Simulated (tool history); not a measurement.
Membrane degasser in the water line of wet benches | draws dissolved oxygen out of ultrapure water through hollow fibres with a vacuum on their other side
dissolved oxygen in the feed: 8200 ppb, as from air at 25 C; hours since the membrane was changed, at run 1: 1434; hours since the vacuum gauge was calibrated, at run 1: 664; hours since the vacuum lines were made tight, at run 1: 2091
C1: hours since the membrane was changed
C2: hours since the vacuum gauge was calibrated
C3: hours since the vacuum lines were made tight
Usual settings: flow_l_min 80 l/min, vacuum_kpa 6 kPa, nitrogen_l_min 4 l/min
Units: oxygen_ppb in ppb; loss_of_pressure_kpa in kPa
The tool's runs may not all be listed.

run 1 day=0 | flow_l_min=80 vacuum_kpa=6 nitrogen_l_min=4 | C1=1434 C2=664 C3=2091 | oxygen_ppb=438.1 loss_of_pressure_kpa=47.21
run 2 day=1.017 | flow_l_min=64 vacuum_kpa=6 nitrogen_l_min=4 | C1=1458 C2=689 C3=2115 | oxygen_ppb=312.6 loss_of_pressure_kpa=37.79
run 3 day=2.817 | flow_l_min=80 vacuum_kpa=6 nitrogen_l_min=4 | C1=1501 C2=732 C3=2158 | oxygen_ppb=435.4 loss_of_pressure_kpa=47.15
run 4 day=4.471 | flow_l_min=80 vacuum_kpa=6 nitrogen_l_min=4 | C1=1541 C2=772 C3=2198 | oxygen_ppb=428.7 loss_of_pressure_kpa=46.7
run 5 day=5.667 | flow_l_min=80 vacuum_kpa=6 nitrogen_l_min=4 | C1=1570 C2=800 C3=2227 | oxygen_ppb=446.6 loss_of_pressure_kpa=47.3
run 6 day=7.562 | flow_l_min=80 vacuum_kpa=6 nitrogen_l_min=7.33 | C1=1615 C2=846 C3=2272 | oxygen_ppb=383.6 loss_of_pressure_kpa=46.83
run 7 day=9.242 | flow_l_min=80 vacuum_kpa=6 nitrogen_l_min=7.33 | C1=1656 C2=886 C3=2313 | oxygen_ppb=391.4 loss_of_pressure_kpa=47.14
run 8 day=10.483 | flow_l_min=80 vacuum_kpa=6 nitrogen_l_min=8.92 | C1=1685 C2=916 C3=2342 | oxygen_ppb=380.4 loss_of_pressure_kpa=47.45
run 9 day=12.521 | flow_l_min=80 vacuum_kpa=6 nitrogen_l_min=8.92 | C1=1734 C2=965 C3=2391 | oxygen_ppb=380.3 loss_of_pressure_kpa=47.04
run 10 day=13.462 | flow_l_min=80 vacuum_kpa=6 nitrogen_l_min=8.92 | C1=1757 C2=987 C3=2414 | oxygen_ppb=375.6 loss_of_pressure_kpa=47.08
run 11 day=14.558 | flow_l_min=80 vacuum_kpa=6 nitrogen_l_min=1.88 | C1=1783 C2=1014 C3=2440 | oxygen_ppb=551.5 loss_of_pressure_kpa=47.47
run 12 day=16.596 | flow_l_min=108 vacuum_kpa=6 nitrogen_l_min=4 | C1=1832 C2=1063 C3=2489 | oxygen_ppb=656.1 loss_of_pressure_kpa=63.8
run 13 day=18.238 | flow_l_min=80 vacuum_kpa=6 nitrogen_l_min=4 | C1=1871 C2=1102 C3=2529 | oxygen_ppb=441.5 loss_of_pressure_kpa=47.35
run 14 day=19.962 | flow_l_min=80 vacuum_kpa=6 nitrogen_l_min=4 | C1=1913 C2=1143 C3=2570 | oxygen_ppb=435.4 loss_of_pressure_kpa=47.02
run 15 day=21.488 | flow_l_min=80 vacuum_kpa=6 nitrogen_l_min=4 | C1=1950 C2=1180 C3=2607 | oxygen_ppb=439.1 loss_of_pressure_kpa=47.39
run 16 day=23.362 | flow_l_min=74 vacuum_kpa=6 nitrogen_l_min=4 | C1=1995 C2=1225 C3=2652 | oxygen_ppb=403.2 loss_of_pressure_kpa=43.88
run 17 day=24.362 | flow_l_min=120 vacuum_kpa=11.6 nitrogen_l_min=4 | C1=2019 C2=1249 C3=2676 | oxygen_ppb=1024.7 loss_of_pressure_kpa=71.24
run 18 day=25.75 | flow_l_min=120 vacuum_kpa=14.3 nitrogen_l_min=2.57 | C1=2052 C2=1282 C3=2709 | oxygen_ppb=1408.8 loss_of_pressure_kpa=70.97
run 19 day=27.438 | flow_l_min=96 vacuum_kpa=4.24 nitrogen_l_min=4.05 | C1=2092 C2=1323 C3=2749 | oxygen_ppb=483.5 loss_of_pressure_kpa=56.83
run 20 day=28.488 | flow_l_min=53 vacuum_kpa=4.14 nitrogen_l_min=8.9 | C1=2117 C2=1348 C3=2775 | oxygen_ppb=169.8 loss_of_pressure_kpa=31.29
run 21 day=29.708 | flow_l_min=53 vacuum_kpa=5.45 nitrogen_l_min=8.9 | C1=2147 C2=1377 C3=2804 | oxygen_ppb=186.3 loss_of_pressure_kpa=31.16
run 22 day=31.317 | flow_l_min=100 vacuum_kpa=12.86 nitrogen_l_min=3.53 | C1=2185 C2=1416 C3=2842 | oxygen_ppb=958.5 loss_of_pressure_kpa=59.19
run 23 day=32.542 | flow_l_min=80 vacuum_kpa=12.82 nitrogen_l_min=3.9 | C1=2215 C2=1445 C3=2872 | oxygen_ppb=727.9 loss_of_pressure_kpa=47.31
run 24 day=34.425 | flow_l_min=65 vacuum_kpa=10.41 nitrogen_l_min=3.9 | C1=2260 C2=1491 C3=2917 | oxygen_ppb=477.5 loss_of_pressure_kpa=38.66
run 25 day=35.517 | flow_l_min=71 vacuum_kpa=14.5 nitrogen_l_min=4 | C1=2286 C2=1517 C3=2943 | oxygen_ppb=681.2 loss_of_pressure_kpa=42.29
run 26 day=36.746 | flow_l_min=71 vacuum_kpa=14.5 nitrogen_l_min=4 | C1=2316 C2=1546 C3=2973 | oxygen_ppb=665.9 loss_of_pressure_kpa=41.96
run 27 day=38.533 | flow_l_min=115 vacuum_kpa=13.74 nitrogen_l_min=3.8 | C1=2359 C2=1589 C3=3016 | oxygen_ppb=1135.6 loss_of_pressure_kpa=67.89
run 28 day=39.7 | flow_l_min=115 vacuum_kpa=7.56 nitrogen_l_min=6.58 | C1=2387 C2=1617 C3=3044 | oxygen_ppb=707.7 loss_of_pressure_kpa=67.93
run 29 day=41.054 | flow_l_min=115 vacuum_kpa=7.56 nitrogen_l_min=1.64 | C1=2419 C2=1650 C3=3076 | oxygen_ppb=1014 loss_of_pressure_kpa=67.98
run 30 day=42.042 | flow_l_min=115 vacuum_kpa=6.93 nitrogen_l_min=3 | C1=2443 C2=1673 C3=3100 | oxygen_ppb=822.9 loss_of_pressure_kpa=68.07
run 31 day=43.292 | flow_l_min=54 vacuum_kpa=6 nitrogen_l_min=4 | C1=2473 C2=1703 C3=3130 | oxygen_ppb=246 loss_of_pressure_kpa=31.81
run 32 day=44.708 | flow_l_min=54 vacuum_kpa=6 nitrogen_l_min=4 | C1=2507 C2=1737 C3=3164 | oxygen_ppb=248.1 loss_of_pressure_kpa=31.9

Some steps in oxygen_ppb between neighbouring runs. How much of each would the tool show without its hidden state too (settings, what came in, random variation), and how much is left for the hidden state, with any gauge scatter that isn't in both results?
The hidden state here: membrane still open, %; true pressure behind the membrane over the reading, kPa; air that leaks in behind the membrane, l/min; drift of the gauge itself on oxygen_ppb, %; drift of the gauge itself on loss_of_pressure_kpa, %.
Run 16 -> 17: flow_l_min 74 -> 120, vacuum_kpa 6 -> 11.6. oxygen_ppb +621.5 ppb: hidden state +7.5, all else +614.
Run 18 -> 19: flow_l_min 120 -> 96, vacuum_kpa 14.3 -> 4.24, nitrogen_l_min 2.57 -> 4.05. oxygen_ppb -925.3 ppb: hidden state -2.3, all else -923.
Run 19 -> 20: flow_l_min 96 -> 53, vacuum_kpa 4.24 -> 4.14, nitrogen_l_min 4.05 -> 8.9. oxygen_ppb -313.7 ppb: hidden state -12.7, all else -301.
Run 21 -> 22: flow_l_min 53 -> 100, vacuum_kpa 5.45 -> 12.86, nitrogen_l_min 8.9 -> 3.53. oxygen_ppb +772.2 ppb: hidden state +13.4, all else +758.8.
Run 30 -> 31: flow_l_min 115 -> 54, vacuum_kpa 6.93 -> 6, nitrogen_l_min 3 -> 4. oxygen_ppb -576.9 ppb: hidden state -18.1, all else -558.8.
